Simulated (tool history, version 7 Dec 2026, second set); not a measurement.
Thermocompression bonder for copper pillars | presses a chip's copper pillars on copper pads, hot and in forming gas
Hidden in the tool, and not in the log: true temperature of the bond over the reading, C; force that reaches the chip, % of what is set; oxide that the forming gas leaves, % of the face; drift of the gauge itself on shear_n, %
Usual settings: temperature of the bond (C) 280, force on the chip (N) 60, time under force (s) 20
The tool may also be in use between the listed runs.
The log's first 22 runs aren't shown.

run     day  temperature of the bond (C)  force on the chip (N)  time under force (s)  hours of work since the heater was calibrated  hours of work since the force cell was calibrated  hours of work since the gas filter was changed  force that shears a chip off (N)
 23  31.708                          280                     60                    24                                            163                                                 41                                             349                              64.7
     32.592  -- forming gas filter changed
 24    33.3                          306                     79                    11                                            180                                                 58                                               8                                87
 25  34.742                          290                     79                    36                                            195                                                 73                                              23                             104.9
 26  36.008                          274                     60                    15                                            209                                                 87                                              37                              54.1
 27  37.579                          271                     60                    15                                            226                                                104                                              54                              52.3
 28  39.225                          271                     60                    15                                            244                                                121                                              71                              52.7
 29  40.292                          271                     45                    15                                            255                                                133                                              83                              40.9
 30  41.708                          280                     54                    20                                            270                                                148                                              98                              58.5
 31    43.4                          304                     51                    38                                            288                                                166                                             116                              91.6
 32  45.192                          304                     51                    38                                            308                                                186                                             136                                91
 33  46.725                          304                     51                    38                                            324                                                202                                             152                              90.2
 34  47.779                          276                     60                    20                                            336                                                213                                             163                              59.6
 35  49.475                          276                     60                    20                                            354                                                232                                             182                                60
 36  50.279                          289                     87                    52                                            362                                                240                                             190                             113.8
 37  52.033                          289                     87                    24                                            381                                                259                                             209                              91.9
 38  52.971                          289                     87                    24                                            391                                                269                                             219                              91.6
 39  54.708                          261                     76                    48                                            410                                                288                                             238                              77.5

5 ways to go on from here, each from the tool as it stands after run 39. What would each give?
  A  55.904                          262                     79                    20                                            423                                                301                                             251                                 ?
  B  55.904                          280                     60                    17                                            423                                                301                                             251                                 ?
  C  55.904                          276                     81                    51                                            423                                                301                                             251                                 ?
  D  55.904                          280                     60                    37                                            423                                                301                                             251                                 ?
  E  55.904                          303                     60                    25                                            423                                                301                                             251                                 ?

run  force that shears a chip off (N)
  A                              61.3
  B                              57.3
  C                              97.7
  D                                75
  E                              84.4
Without the tool's hidden state the same runs would have given:
run  force that shears a chip off (N)
  A                              68.6
  B                              64.1
  C                             107.8
  D                              83.3
  E                              93.2
